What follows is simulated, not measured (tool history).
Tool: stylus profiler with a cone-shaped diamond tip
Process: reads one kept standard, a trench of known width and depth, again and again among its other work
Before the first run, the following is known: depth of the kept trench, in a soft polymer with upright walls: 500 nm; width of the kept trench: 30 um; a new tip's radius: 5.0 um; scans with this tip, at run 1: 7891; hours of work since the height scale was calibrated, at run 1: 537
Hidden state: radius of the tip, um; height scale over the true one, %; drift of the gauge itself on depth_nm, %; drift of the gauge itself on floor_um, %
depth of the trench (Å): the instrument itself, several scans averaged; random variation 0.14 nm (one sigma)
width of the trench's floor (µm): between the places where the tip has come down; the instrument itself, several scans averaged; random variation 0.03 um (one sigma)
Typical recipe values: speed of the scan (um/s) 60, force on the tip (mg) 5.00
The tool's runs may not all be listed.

run	hour	speed of the scan (um/s)	force on the tip (mg)	scans with this tip	hours of work since the height scale was calibrated	depth of the trench (Å)	width of the trench's floor (µm)
1	0.0	60	5.00	7891	537	5118.6	23.09
2	28.4	60	5.00	8058	549	5118.9	23.05
3	72.7	60	5.00	8320	566	5118.1	23.03
4	107.2	60	5.00	8523	580	5117.1	22.96
5	135.2	60	5.00	8689	592	5117.6	22.84
6	186.0	60	5.00	8989	612	5118.1	22.83
7	230.8	60	5.00	9253	630	5117.1	22.74
8	281.5	49	5.00	9553	650	5117.5	22.70
9	322.8	49	5.00	9796	667	5115.8	22.68
10	374.7	76	5.00	10102	688	5113.9	22.49
11	405.8	90	5.00	10286	700	5114.1	22.37
12	455.4	60	5.00	10579	720	5115.6	22.48
13	508.0	16	5.00	10890	741	5114.5	22.50
14	533.3	16	5.00	11039	752	5113.2	22.51
15	581.2	16	5.00	11322	771	5115.7	22.45
16	604.5	135	5.00	11460	780	5114.4	21.99
17	636.7	60	5.00	11650	793	5115.1	22.15
18	679.6	37	5.00	11902	810	5115.6	22.23
# hour 682.3: height scale calibrated on a step standard
19	705.2	37	5.00	12051	9	5108.6	22.22
20	726.6	37	5.00	12177	18	5109.2	22.20
21	761.6	60	6.26	12384	32	5127.5	22.08
22	807.8	60	6.26	12657	50	5130.4	22.02
# hour 819.2: height scale calibrated on a step standard, once more
23	842.2	63	1.90	12857	9	5067.3	21.80
24	874.8	23	5.77	13049	22	5141.9	22.03
25	900.5	139	7.53	13201	33	5169.5	21.71
26	934.6	139	7.53	13402	46	5168.1	21.60
27	971.0	35	6.80	13617	61	5157.2	21.91
28	995.2	35	6.80	13760	71	5157.8	21.84
29	1047.0	35	6.80	14066	92	5156.2	21.75
# hour 1053.5: new tip fitted, height scale calibrated
30	1088.5	70	2.77	207	14	5085.1	25.16
31	1119.7	218	5.00	391	27	5131.7	24.61
32	1164.2	26	2.23	654	44	5075.5	25.28
33	1194.0	114	2.23	830	56	5076.7	24.70
34	1215.4	180	11.78	956	65	5227.0	24.88
35	1262.0	17	11.78	1231	84	5227.2	25.12
36	1302.1	133	11.78	1468	100	5225.6	24.82
37	1328.5	118	7.56	1624	111	5169.0	24.65
38	1373.5	60	6.77	1889	129	5154.4	24.72
39	1407.2	50	8.59	2088	142	5179.9	24.75
40	1431.9	46	5.31	2234	152	5131.9	24.70
41	1481.2	46	14.06	2525	172	5252.0	24.67
42	1509.1	30	3.89	2690	183	5105.1	24.54
43	1535.7	32	2.38	2847	194	5074.2	24.46
44	1577.4	32	2.38	3093	211	5076.9	24.34

What if the next run were any one of these 4? Each begins from the tool's condition after run 44:
A	1627.7	60	11.65	3390	231	?	?
B	1627.7	60	3.29	3390	231	?	?
C	1627.7	20	14.54	3390	231	?	?
D	1627.7	63	8.36	3390	231	?	?

run	depth of the trench (Å)	width of the trench's floor (µm)
A	5220.6	24.31
B	5094.0	24.17
C	5255.6	24.40
D	5176.1	24.27
With no hidden state in the tool, these same runs would have given:
run	depth of the trench (Å)	width of the trench's floor (µm)
A	5222.8	25.50
B	5096.1	25.36
C	5257.8	25.59
D	5178.3	25.46
